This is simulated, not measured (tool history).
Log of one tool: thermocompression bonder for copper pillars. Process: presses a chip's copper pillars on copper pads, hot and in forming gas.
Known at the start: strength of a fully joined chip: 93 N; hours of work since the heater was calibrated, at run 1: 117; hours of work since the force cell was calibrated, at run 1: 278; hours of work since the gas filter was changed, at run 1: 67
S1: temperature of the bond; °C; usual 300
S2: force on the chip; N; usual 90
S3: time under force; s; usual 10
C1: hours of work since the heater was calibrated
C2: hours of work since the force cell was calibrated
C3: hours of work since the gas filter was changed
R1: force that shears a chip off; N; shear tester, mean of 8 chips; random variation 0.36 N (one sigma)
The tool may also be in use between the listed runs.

Run 1, hour 0: usual settings; C1 117; C2 278; C3 67. Result: R1 32.1 N.
Run 2, hour 4.8: usual settings; C1 119; C2 280; C3 69. Result: R1 31.6 N.
Run 3, hour 14.2: usual settings; C1 123; C2 284; C3 73. Result: R1 31.9 N.
Run 4, hour 23.5: usual settings; C1 127; C2 288; C3 77. Result: R1 31.7 N.
Run 5, hour 28.8: usual settings; C1 129; C2 290; C3 79. Result: R1 31.6 N.
Run 6, hour 35.8: usual settings; C1 132; C2 293; C3 82. Result: R1 32.1 N.
Run 7, hour 39.8: usual settings but S3 7 s; C1 134; C2 295; C3 84. Result: R1 27.2 N.
Run 8, hour 48.2: usual settings but S3 7 s; C1 137; C2 298; C3 87. Result: R1 27.4 N.
Run 9, hour 55.2: usual settings but S1 292 °C, S3 5 s; C1 140; C2 301; C3 90. Result: R1 21.4 N.
Run 10, hour 61.7: usual settings but S1 292 °C, S3 5 s; C1 143; C2 304; C3 93. Result: R1 21.2 N.
At hour 64.2: heater calibrated with a thermocouple chip.
Run 11, hour 70.7: usual settings but S1 281 °C, S2 106 N, S3 17 s; C1 3; C2 307; C3 96. Result: R1 38 N.
Run 12, hour 78.1: usual settings but S1 281 °C, S2 106 N, S3 17 s; C1 6; C2 310; C3 99. Result: R1 37.8 N.
Run 13, hour 82: usual settings but S1 314 °C, S2 76 N, S3 15 s; C1 7; C2 312; C3 101. Result: R1 35.7 N.

The next listed run, before its measurement:
Run 14, hour 86: usual settings but S1 314 °C, S2 76 N, S3 15 s; C1 9; C2 313; C3 102. Result: R1 ?.

R1: 35.4 N
Without the tool's hidden state the same run would have given R1 37.4 N.
